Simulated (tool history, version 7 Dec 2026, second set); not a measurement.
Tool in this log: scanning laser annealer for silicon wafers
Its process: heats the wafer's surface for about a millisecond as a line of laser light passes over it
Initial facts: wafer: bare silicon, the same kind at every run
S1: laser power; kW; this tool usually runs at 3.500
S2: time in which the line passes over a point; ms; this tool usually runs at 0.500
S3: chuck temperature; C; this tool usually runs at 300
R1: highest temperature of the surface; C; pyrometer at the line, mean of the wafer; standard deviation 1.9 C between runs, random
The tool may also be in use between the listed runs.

run    hour     S1     S2   S3    R1
  1     0.0  3.500  0.500  300  1100
  2    86.7  3.500  0.500  300  1099
  3   152.5  3.500  0.500  300  1099
  4   232.1  3.500  0.500  300  1099
  5   323.9  3.500  0.500  300  1095
      344.0  -- window over the wafer cleaned
  6   405.5  3.500  0.500  300  1092
  7   446.2  3.500  0.500  300  1093
  8   511.6  3.500  0.500  300  1089
      609.8  -- window over the wafer cleaned, once more
  9   609.8  3.500  0.500  300  1117
 10   654.2  3.500  0.500  300  1110
 11   707.5  2.987  0.393  340   936
 12   766.0  2.992  0.563  330  1063
 13   849.5  3.034  0.563  302  1044
 14   908.3  3.114  0.532  337  1073
 15   965.6  3.366  0.609  265  1129
 16  1044.2  3.500  0.500  303  1113
 17  1097.6  3.500  0.500  303  1108
 18  1181.5  3.500  0.500  303  1108
 19  1237.4  3.500  0.500  303  1104

Alternative continuations, all from the tool just after run 19; predict every row:
  A  1280.3  3.744  0.500  303   ?
  B  1280.3  3.500  0.369  280   ?
  C  1280.3  3.500  0.490  303   ?
  D  1280.3  3.500  0.495  300   ?

run    R1
  A  1169
  B   954
  C  1097
  D  1097
Stripped of hidden state, with their random variation kept, the same runs would have yielded:
run    R1
  A  1184
  B   965
  C  1111
  D  1110

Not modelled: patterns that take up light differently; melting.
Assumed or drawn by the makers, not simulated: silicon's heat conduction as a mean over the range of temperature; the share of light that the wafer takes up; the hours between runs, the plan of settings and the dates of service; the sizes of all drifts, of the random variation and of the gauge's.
